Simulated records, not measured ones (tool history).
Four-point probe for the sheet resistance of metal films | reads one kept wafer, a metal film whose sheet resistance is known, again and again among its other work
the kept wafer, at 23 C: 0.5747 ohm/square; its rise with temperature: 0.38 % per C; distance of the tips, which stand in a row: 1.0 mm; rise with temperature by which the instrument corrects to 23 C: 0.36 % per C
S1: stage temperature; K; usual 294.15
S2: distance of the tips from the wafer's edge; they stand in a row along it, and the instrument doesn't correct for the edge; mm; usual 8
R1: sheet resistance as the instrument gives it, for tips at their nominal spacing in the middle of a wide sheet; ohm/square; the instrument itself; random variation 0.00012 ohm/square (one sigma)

run   hour      S1  S2        R1
  1      0  294.15   8  0.579428
  2   11.7  294.15   8  0.579436
  3   32.7  294.15   8  0.579382
  4   49.5  294.15   8  0.579753
  5   74.5  294.15   8  0.579607
  6   86.8  294.15   8  0.579657
  7  103.1  294.15   8  0.579584
  8  116.6  294.15   8  0.579525
  9  140.4  294.15   8  0.579647
 10  163.8  294.15   8  0.579752
 11  188.5  294.15   8   0.57973
 12  212.5  294.15   8  0.579576
 13  227.7  294.15   8  0.579919
 14  249.8  294.15   8  0.579737
 15  275.2  294.15   8  0.579677
 16  294.1  307.15   8  0.581287
 17  308.6  298.15  70  0.575443
 18  334.5  294.15  25  0.575281
 19  352.2  294.15  54  0.574906
 20    365  304.15  19  0.576964
 21  383.5  298.15  48  0.575635
 22  397.1  298.15  48  0.575689
 23  413.4  294.15   3  0.607107
 24  432.4  299.15   6  0.583937
 25    455  303.15  33  0.576204
 26    476  303.15  33  0.576203
 27  500.3  302.15  57  0.575885
 28  516.1  302.15  57  0.575917
 29  532.9  300.15  32  0.575908

The same runs without the tool's hidden state, with the same run-to-run variation:
The hidden state here: inner tips' distance over the nominal, %; tips' flats over new ones', %; wafer's true temperature over the reading, C; drift of the gauge itself on sheet_ohm, %.
run        R1
  1  0.579201
  2    0.5792
  3  0.579132
  4  0.579489
  5  0.579324
  6  0.579365
  7  0.579281
  8  0.579212
  9  0.579314
 10  0.579402
 11  0.579366
 12  0.579193
 13  0.579523
 14  0.579325
 15  0.579246
 16  0.580842
 17  0.574991
 18  0.574809
 19   0.57442
 20  0.576469
 21  0.575127
 22  0.575172
 23  0.606552
 24  0.583387
 25  0.575643
 26  0.575627
 27  0.575292
 28  0.575311
 29  0.575291
